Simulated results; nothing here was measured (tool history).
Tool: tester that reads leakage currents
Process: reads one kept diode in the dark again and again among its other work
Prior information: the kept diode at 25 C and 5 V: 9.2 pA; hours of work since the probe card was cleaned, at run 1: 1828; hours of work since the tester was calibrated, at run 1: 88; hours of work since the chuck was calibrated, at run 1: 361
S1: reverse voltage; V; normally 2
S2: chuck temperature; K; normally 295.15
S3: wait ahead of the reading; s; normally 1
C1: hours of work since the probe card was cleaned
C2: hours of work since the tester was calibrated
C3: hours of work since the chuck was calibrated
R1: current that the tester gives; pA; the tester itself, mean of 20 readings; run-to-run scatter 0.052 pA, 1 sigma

run 1 hour=0 | S1=2 S2=295.15 S3=1 | C1=1828 C2=88 C3=361 | R1=6.32
run 2 hour=45.4 | S1=2 S2=295.15 S3=1 | C1=1852 C2=113 C3=385 | R1=6.42
run 3 hour=85.3 | S1=2 S2=295.15 S3=1 | C1=1873 C2=134 C3=407 | R1=6.39
run 4 hour=110.8 | S1=2 S2=295.15 S3=1 | C1=1887 C2=147 C3=420 | R1=6.38
run 5 hour=155.8 | S1=2 S2=295.15 S3=1 | C1=1911 C2=171 C3=444 | R1=6.34
run 6 hour=175.6 | S1=2 S2=295.15 S3=1 | C1=1921 C2=182 C3=455 | R1=6.44
run 7 hour=214.7 | S1=2 S2=295.15 S3=1 | C1=1942 C2=203 C3=476 | R1=6.41
run 8 hour=253 | S1=2 S2=295.15 S3=1 | C1=1962 C2=223 C3=496 | R1=6.34
run 9 hour=294.9 | S1=2 S2=295.15 S3=1 | C1=1985 C2=246 C3=518 | R1=6.27
run 10 hour=324.2 | S1=2 S2=295.15 S3=1 | C1=2000 C2=261 C3=534 | R1=6.41
run 11 hour=357.6 | S1=2 S2=295.15 S3=1 | C1=2018 C2=279 C3=552 | R1=6.47
run 12 hour=403 | S1=2 S2=295.15 S3=1 | C1=2042 C2=303 C3=576 | R1=6.47
run 13 hour=435.6 | S1=2 S2=295.15 S3=1 | C1=2060 C2=321 C3=593 | R1=6.44
run 14 hour=468 | S1=2 S2=295.15 S3=1 | C1=2077 C2=338 C3=611 | R1=6.44
run 15 hour=499.1 | S1=2 S2=295.15 S3=1 | C1=2094 C2=354 C3=627 | R1=6.48
run 16 hour=538.8 | S1=2 S2=295.15 S3=1 | C1=2115 C2=376 C3=648 | R1=6.44
run 17 hour=578 | S1=2 S2=295.15 S3=1 | C1=2136 C2=396 C3=669 | R1=6.4
run 18 hour=601.6 | S1=2 S2=295.15 S3=0.61 | C1=2148 C2=409 C3=682 | R1=6.64
run 19 hour=630.3 | S1=2 S2=295.15 S3=0.61 | C1=2164 C2=424 C3=697 | R1=6.68
run 20 hour=661.7 | S1=2 S2=295.15 S3=0.61 | C1=2180 C2=441 C3=714 | R1=6.69
-- hour=666 chuck's temperature calibrated
run 21 hour=705.3 | S1=2 S2=295.15 S3=0.61 | C1=2202 C2=463 C3=21 | R1=7.37
run 22 hour=727.8 | S1=2.87 S2=295.15 S3=0.61 | C1=2214 C2=475 C3=33 | R1=9.38
run 23 hour=751.8 | S1=4.96 S2=295.15 S3=0.61 | C1=2227 C2=488 C3=46 | R1=13.89
run 24 hour=775.7 | S1=4.96 S2=295.15 S3=0.61 | C1=2240 C2=501 C3=58 | R1=13.74
run 25 hour=811.6 | S1=1.73 S2=295.15 S3=4.86 | C1=2259 C2=520 C3=78 | R1=6.13
run 26 hour=853.1 | S1=1.23 S2=295.15 S3=4.86 | C1=2281 C2=542 C3=100 | R1=5.04
run 27 hour=879 | S1=1.23 S2=295.15 S3=4.86 | C1=2295 C2=556 C3=114 | R1=5.02
run 28 hour=906.4 | S1=3.42 S2=297.15 S3=5.45 | C1=2310 C2=570 C3=128 | R1=10.82
run 29 hour=928.6 | S1=1.79 S2=294.15 S3=2.1 | C1=2321 C2=582 C3=140 | R1=6.09
run 30 hour=976.2 | S1=2 S2=332.15 S3=7.16 | C1=2347 C2=608 C3=165 | R1=77.15
run 31 hour=1008.9 | S1=2 S2=332.15 S3=7.16 | C1=2364 C2=625 C3=183 | R1=77.37
run 32 hour=1035.8 | S1=2 S2=332.15 S3=7.16 | C1=2379 C2=639 C3=197 | R1=77.11
run 33 hour=1060.2 | S1=2.37 S2=295.15 S3=1 | C1=2392 C2=652 C3=210 | R1=7.91
run 34 hour=1089.1 | S1=5.08 S2=308.15 S3=0.86 | C1=2407 C2=668 C3=226 | R1=26.57
run 35 hour=1127 | S1=6.29 S2=308.15 S3=1.5 | C1=2427 C2=688 C3=246 | R1=29.64
run 36 hour=1161.5 | S1=7.59 S2=326.15 S3=2.84 | C1=2446 C2=706 C3=264 | R1=99.53
run 37 hour=1191.7 | S1=7.59 S2=326.15 S3=2.84 | C1=2462 C2=722 C3=280 | R1=98.93
run 38 hour=1228.4 | S1=10.33 S2=316.15 S3=3.13 | C1=2481 C2=742 C3=300 | R1=62.45
run 39 hour=1257.8 | S1=2 S2=295.15 S3=4.92 | C1=2497 C2=758 C3=315 | R1=6.93
run 40 hour=1304.2 | S1=2.99 S2=322.15 S3=2.33 | C1=2522 C2=782 C3=340 | R1=47.18
run 41 hour=1341.4 | S1=1.47 S2=322.15 S3=5.18 | C1=2541 C2=802 C3=360 | R1=32.82

Branching from run 41: 3 alternative next runs. What would each branch give?
run A hour=1378.1 | S1=2.1 S2=299.15 S3=5.18 | C1=2561 C2=822 C3=380 | R1=?
run B hour=1378.1 | S1=8.94 S2=323.15 S3=0.38 | C1=2561 C2=822 C3=380 | R1=?
run C hour=1378.1 | S1=6.88 S2=322.15 S3=0.53 | C1=2561 C2=822 C3=380 | R1=?

run=A R1=8.87
run=B R1=91.06
run=C R1=73.9
With the hidden condition removed and each run's random variation left untouched, the same runs would have given:
run=A R1=6.87
run=B R1=86.9
run=C R1=71.11
